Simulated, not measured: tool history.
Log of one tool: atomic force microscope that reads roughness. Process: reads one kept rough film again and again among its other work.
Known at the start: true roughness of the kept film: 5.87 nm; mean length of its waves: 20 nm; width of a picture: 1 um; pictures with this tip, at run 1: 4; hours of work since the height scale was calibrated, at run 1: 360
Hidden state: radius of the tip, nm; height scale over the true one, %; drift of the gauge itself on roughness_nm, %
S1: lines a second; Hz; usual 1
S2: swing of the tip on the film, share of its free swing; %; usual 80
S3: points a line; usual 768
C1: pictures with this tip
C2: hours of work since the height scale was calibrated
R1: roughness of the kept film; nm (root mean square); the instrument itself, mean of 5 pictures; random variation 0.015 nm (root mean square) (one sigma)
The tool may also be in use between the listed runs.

{"run": 1, "hour": 0.0, "S1": 1, "S2": 80, "S3": 768, "C1": 4, "C2": 360, "R1": 3.465}
{"run": 2, "hour": 9.0, "S1": 1, "S2": 80, "S3": 768, "C1": 19, "C2": 366, "R1": 3.386}
{"run": 3, "hour": 15.6, "S1": 1, "S2": 80, "S3": 768, "C1": 31, "C2": 371, "R1": 3.358}
{"run": 4, "hour": 22.9, "S1": 1, "S2": 55, "S3": 768, "C1": 44, "C2": 376, "R1": 3.386}
{"run": 5, "hour": 34.4, "S1": 1, "S2": 55, "S3": 768, "C1": 64, "C2": 385, "R1": 3.31}
{"run": 6, "hour": 44.9, "S1": 1, "S2": 55, "S3": 560, "C1": 82, "C2": 392, "R1": 3.258}
{"run": 7, "hour": 54.7, "S1": 1, "S2": 55, "S3": 560, "C1": 99, "C2": 400, "R1": 3.162}
{"run": 8, "hour": 61.4, "S1": 1, "S2": 55, "S3": 560, "C1": 111, "C2": 405, "R1": 3.121}
{"run": 9, "hour": 67.5, "S1": 1, "S2": 55, "S3": 560, "C1": 121, "C2": 409, "R1": 3.109}
{"run": 10, "hour": 78.0, "S1": 1, "S2": 80, "S3": 768, "C1": 140, "C2": 417, "R1": 2.982}
{"run": 11, "hour": 84.7, "S1": 1.22, "S2": 80, "S3": 768, "C1": 151, "C2": 422, "R1": 2.923}
{"run": 12, "hour": 91.6, "S1": 1.22, "S2": 80, "S3": 768, "C1": 163, "C2": 427, "R1": 2.91}
{"run": 13, "hour": 98.7, "S1": 1.05, "S2": 63, "S3": 768, "C1": 176, "C2": 432, "R1": 2.933}
{"run": 14, "hour": 111.3, "S1": 1.05, "S2": 63, "S3": 768, "C1": 198, "C2": 441, "R1": 2.86}
{"run": 15, "hour": 120.8, "S1": 0.85, "S2": 89, "S3": 938, "C1": 214, "C2": 448, "R1": 2.75}
{"run": 16, "hour": 129.9, "S1": 1.27, "S2": 57, "S3": 295, "C1": 230, "C2": 454, "R1": 2.724}
{"run": 17, "hour": 137.5, "S1": 0.59, "S2": 80, "S3": 313, "C1": 243, "C2": 460, "R1": 2.668}
{"run": 18, "hour": 146.0, "S1": 2.07, "S2": 81, "S3": 535, "C1": 258, "C2": 466, "R1": 2.552}
{"run": 19, "hour": 156.7, "S1": 1, "S2": 80, "S3": 768, "C1": 277, "C2": 474, "R1": 2.625}
{"run": 20, "hour": 165.7, "S1": 1.13, "S2": 80, "S3": 565, "C1": 292, "C2": 481, "R1": 2.564}
{"run": 21, "hour": 172.2, "S1": 2.28, "S2": 80, "S3": 308, "C1": 303, "C2": 485, "R1": 2.396}
{"run": 22, "hour": 181.9, "S1": 1.06, "S2": 90, "S3": 890, "C1": 320, "C2": 492, "R1": 2.468}
{"run": 23, "hour": 194.4, "S1": 1.06, "S2": 86, "S3": 890, "C1": 342, "C2": 501, "R1": 2.441}

3 ways to go on from here, each from the tool as it stands after run 23. What would each give?
{"run": "A", "hour": 200.3, "S1": 3.29, "S2": 82, "S3": 890, "C1": 352, "C2": 506, "R1": "?"}
{"run": "B", "hour": 200.3, "S1": 1, "S2": 68, "S3": 462, "C1": 352, "C2": 506, "R1": "?"}
{"run": "C", "hour": 200.3, "S1": 0.58, "S2": 80, "S3": 768, "C1": 352, "C2": 506, "R1": "?"}

run=A R1=2.285
run=B R1=2.486
run=C R1=2.466
Without the tool's hidden state the same runs would have given:
run=A R1=3.338
run=B R1=3.63
run=C R1=3.606

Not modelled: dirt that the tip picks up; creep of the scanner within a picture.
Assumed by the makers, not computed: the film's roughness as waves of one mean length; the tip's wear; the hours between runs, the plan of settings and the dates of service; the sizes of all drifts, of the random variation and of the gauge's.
